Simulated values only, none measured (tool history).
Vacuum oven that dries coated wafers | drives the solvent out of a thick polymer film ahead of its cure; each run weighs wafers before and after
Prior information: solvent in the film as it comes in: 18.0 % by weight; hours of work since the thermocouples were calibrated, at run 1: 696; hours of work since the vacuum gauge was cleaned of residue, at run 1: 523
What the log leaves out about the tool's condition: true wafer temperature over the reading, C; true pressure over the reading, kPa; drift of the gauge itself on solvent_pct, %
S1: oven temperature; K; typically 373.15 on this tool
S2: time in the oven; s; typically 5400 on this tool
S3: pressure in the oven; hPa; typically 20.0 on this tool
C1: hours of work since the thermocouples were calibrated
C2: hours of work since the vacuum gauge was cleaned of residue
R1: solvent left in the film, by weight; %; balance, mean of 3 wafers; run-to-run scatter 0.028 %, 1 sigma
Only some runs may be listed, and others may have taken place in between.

{"run": 1, "hour": 0.0, "S1": 373.15, "S2": 5400, "S3": 20.0, "C1": 696, "C2": 523, "R1": 2.46}
{"run": 2, "hour": 33.2, "S1": 373.15, "S2": 5400, "S3": 20.0, "C1": 714, "C2": 541, "R1": 2.45}
{"run": 3, "hour": 72.2, "S1": 373.15, "S2": 5400, "S3": 20.0, "C1": 736, "C2": 562, "R1": 2.48}
{"run": 4, "hour": 102.0, "S1": 373.15, "S2": 7380, "S3": 20.0, "C1": 752, "C2": 579, "R1": 1.58}
{"run": 5, "hour": 142.0, "S1": 373.15, "S2": 7380, "S3": 20.0, "C1": 774, "C2": 601, "R1": 1.58}
{"run": 6, "hour": 191.9, "S1": 373.15, "S2": 7920, "S3": 20.0, "C1": 802, "C2": 628, "R1": 1.46}
{"run": 7, "hour": 237.9, "S1": 373.15, "S2": 7920, "S3": 20.0, "C1": 827, "C2": 654, "R1": 1.47}
{"run": 8, "hour": 286.2, "S1": 373.15, "S2": 5400, "S3": 56.3, "C1": 854, "C2": 680, "R1": 3.81}
{"run": 9, "hour": 315.0, "S1": 373.15, "S2": 5400, "S3": 56.3, "C1": 870, "C2": 696, "R1": 3.78}
{"hour": 350.4, "done": "oven's thermocouples calibrated"}
{"run": 10, "hour": 350.4, "S1": 373.15, "S2": 5400, "S3": 20.0, "C1": 0, "C2": 715, "R1": 2.27}
{"run": 11, "hour": 388.0, "S1": 373.15, "S2": 5400, "S3": 20.0, "C1": 21, "C2": 735, "R1": 2.31}
{"run": 12, "hour": 413.7, "S1": 373.15, "S2": 5400, "S3": 20.0, "C1": 35, "C2": 750, "R1": 2.33}
{"run": 13, "hour": 449.9, "S1": 373.15, "S2": 5400, "S3": 20.0, "C1": 55, "C2": 770, "R1": 2.34}
{"run": 14, "hour": 496.7, "S1": 373.15, "S2": 5400, "S3": 20.0, "C1": 81, "C2": 795, "R1": 2.33}
{"run": 15, "hour": 542.5, "S1": 373.15, "S2": 5400, "S3": 12.1, "C1": 106, "C2": 821, "R1": 2.05}
{"run": 16, "hour": 565.6, "S1": 362.15, "S2": 5400, "S3": 12.1, "C1": 119, "C2": 833, "R1": 4.21}
{"run": 17, "hour": 596.4, "S1": 373.15, "S2": 5400, "S3": 20.0, "C1": 136, "C2": 850, "R1": 2.34}
{"run": 18, "hour": 623.0, "S1": 373.15, "S2": 5400, "S3": 20.0, "C1": 150, "C2": 865, "R1": 2.31}
{"run": 19, "hour": 644.0, "S1": 373.15, "S2": 5400, "S3": 73.3, "C1": 162, "C2": 877, "R1": 4.25}
{"run": 20, "hour": 677.1, "S1": 373.15, "S2": 3540, "S3": 20.0, "C1": 180, "C2": 895, "R1": 4.06}
{"run": 21, "hour": 715.7, "S1": 373.15, "S2": 3540, "S3": 20.0, "C1": 201, "C2": 916, "R1": 4.02}
{"run": 22, "hour": 737.5, "S1": 373.15, "S2": 3360, "S3": 20.0, "C1": 214, "C2": 928, "R1": 4.31}
{"run": 23, "hour": 761.0, "S1": 373.15, "S2": 3360, "S3": 20.0, "C1": 226, "C2": 941, "R1": 4.36}
{"run": 24, "hour": 784.0, "S1": 373.15, "S2": 5400, "S3": 52.5, "C1": 239, "C2": 954, "R1": 3.44}
{"run": 25, "hour": 804.1, "S1": 373.15, "S2": 5820, "S3": 20.0, "C1": 250, "C2": 965, "R1": 2.13}
{"run": 26, "hour": 835.6, "S1": 383.15, "S2": 6900, "S3": 13.8, "C1": 268, "C2": 982, "R1": 0.62}
{"hour": 839.4, "done": "vacuum gauge cleaned of residue and calibrated"}
{"run": 27, "hour": 860.8, "S1": 370.15, "S2": 5400, "S3": 68.9, "C1": 281, "C2": 12, "R1": 4.77}
{"run": 28, "hour": 902.5, "S1": 378.15, "S2": 6960, "S3": 20.0, "C1": 304, "C2": 35, "R1": 1.16}
{"run": 29, "hour": 937.7, "S1": 378.15, "S2": 3960, "S3": 28.1, "C1": 323, "C2": 54, "R1": 2.86}
{"run": 30, "hour": 962.5, "S1": 378.15, "S2": 3960, "S3": 28.1, "C1": 337, "C2": 68, "R1": 2.87}
{"run": 31, "hour": 1011.1, "S1": 378.15, "S2": 3960, "S3": 28.1, "C1": 364, "C2": 95, "R1": 2.94}
{"run": 32, "hour": 1034.5, "S1": 371.15, "S2": 6960, "S3": 30.1, "C1": 376, "C2": 108, "R1": 2.37}
{"hour": 1062.0, "done": "vacuum gauge cleaned of residue and calibrated, once more"}
{"run": 33, "hour": 1066.7, "S1": 371.15, "S2": 2820, "S3": 30.1, "C1": 393, "C2": 3, "R1": 5.92}
{"run": 34, "hour": 1097.7, "S1": 380.15, "S2": 5400, "S3": 22.6, "C1": 410, "C2": 20, "R1": 1.46}
{"run": 35, "hour": 1121.4, "S1": 373.15, "S2": 5400, "S3": 25.7, "C1": 424, "C2": 33, "R1": 2.52}
{"run": 36, "hour": 1169.1, "S1": 373.15, "S2": 3000, "S3": 47.4, "C1": 450, "C2": 59, "R1": 5.62}
{"run": 37, "hour": 1218.5, "S1": 372.15, "S2": 5400, "S3": 20.0, "C1": 477, "C2": 86, "R1": 2.46}
{"run": 38, "hour": 1267.1, "S1": 373.15, "S2": 4320, "S3": 20.0, "C1": 504, "C2": 113, "R1": 3.15}
{"run": 39, "hour": 1301.2, "S1": 373.15, "S2": 4320, "S3": 20.0, "C1": 523, "C2": 132, "R1": 3.17}
{"run": 40, "hour": 1331.2, "S1": 373.15, "S2": 2760, "S3": 11.6, "C1": 539, "C2": 148, "R1": 5.09}
{"run": 41, "hour": 1359.6, "S1": 364.15, "S2": 6300, "S3": 17.7, "C1": 555, "C2": 164, "R1": 3.32}
{"run": 42, "hour": 1391.2, "S1": 384.15, "S2": 8880, "S3": 17.7, "C1": 572, "C2": 182, "R1": 0.49}

What if the next run were any one of these 3? Each begins from the tool's condition after run 42:
{"run": "A", "hour": 1436.7, "S1": 384.15, "S2": 6300, "S3": 17.7, "C1": 597, "C2": 207, "R1": "?"}
{"run": "B", "hour": 1436.7, "S1": 373.15, "S2": 4380, "S3": 20.0, "C1": 597, "C2": 207, "R1": "?"}
{"run": "C", "hour": 1436.7, "S1": 379.15, "S2": 8880, "S3": 22.2, "C1": 597, "C2": 207, "R1": "?"}

run=A R1=0.74
run=B R1=3.10
run=C R1=0.82
Stripped of hidden state, with their random variation kept, the same runs would have yielded:
run=A R1=0.70
run=B R1=3.00
run=C R1=0.78

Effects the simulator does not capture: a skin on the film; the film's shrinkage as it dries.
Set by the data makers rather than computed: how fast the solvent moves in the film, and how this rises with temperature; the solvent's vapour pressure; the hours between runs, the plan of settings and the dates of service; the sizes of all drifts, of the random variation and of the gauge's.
